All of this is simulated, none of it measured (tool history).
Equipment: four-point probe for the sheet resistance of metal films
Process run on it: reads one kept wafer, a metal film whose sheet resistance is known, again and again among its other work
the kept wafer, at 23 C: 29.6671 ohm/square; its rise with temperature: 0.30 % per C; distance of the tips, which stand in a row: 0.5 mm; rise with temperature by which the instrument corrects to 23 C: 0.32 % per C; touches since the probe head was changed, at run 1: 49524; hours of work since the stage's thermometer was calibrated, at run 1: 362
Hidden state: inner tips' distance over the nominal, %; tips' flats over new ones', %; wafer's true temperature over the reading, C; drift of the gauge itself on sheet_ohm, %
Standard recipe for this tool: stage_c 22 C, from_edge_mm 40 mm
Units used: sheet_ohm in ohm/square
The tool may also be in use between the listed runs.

run   hour  stage_c  from_edge_mm  touches since the probe head was changed  hours of work since the stage's thermometer was calibrated  sheet_ohm
  1    0.0       22            40                                     49524                                                         362  29.670349
  2    9.6       22            40                                     49880                                                         368  29.673258
  3   22.3       22            40                                     50348                                                         376  29.679175
  4   30.7       22            69                                     50663                                                         381  29.669253
  5   40.6       22             3                                     51028                                                         387  30.122164
  6   55.7       22             3                                     51587                                                         397  30.108203
  7   69.2       26            74                                     52087                                                         405  29.654224
  8   76.9       20            44                                     52374                                                         410  29.685045
  9   86.8       20            44                                     52740                                                         416  29.688675
 10   94.9       21            27                                     53040                                                         422  29.680504
 11  101.9       20            37                                     53299                                                         426  29.696392

What if the next run were any one of these 5? Each begins from the tool's condition after run 11:
  A  115.9       27            43                                     53818                                                         435          ?
  B  115.9       23            32                                     53818                                                         435          ?
  C  115.9       20             5                                     53818                                                         435          ?
  D  115.9       19            40                                     53818                                                         435          ?
  E  115.9       33            40                                     53818                                                         435          ?

run  sheet_ohm
  A  29.652367
  B  29.675807
  C  29.833483
  D  29.689978
  E  29.615606
Without the tool's unlogged condition, the same runs would have read:
run  sheet_ohm
  A  29.652186
  B  29.675625
  C  29.833300
  D  29.689796
  E  29.615425
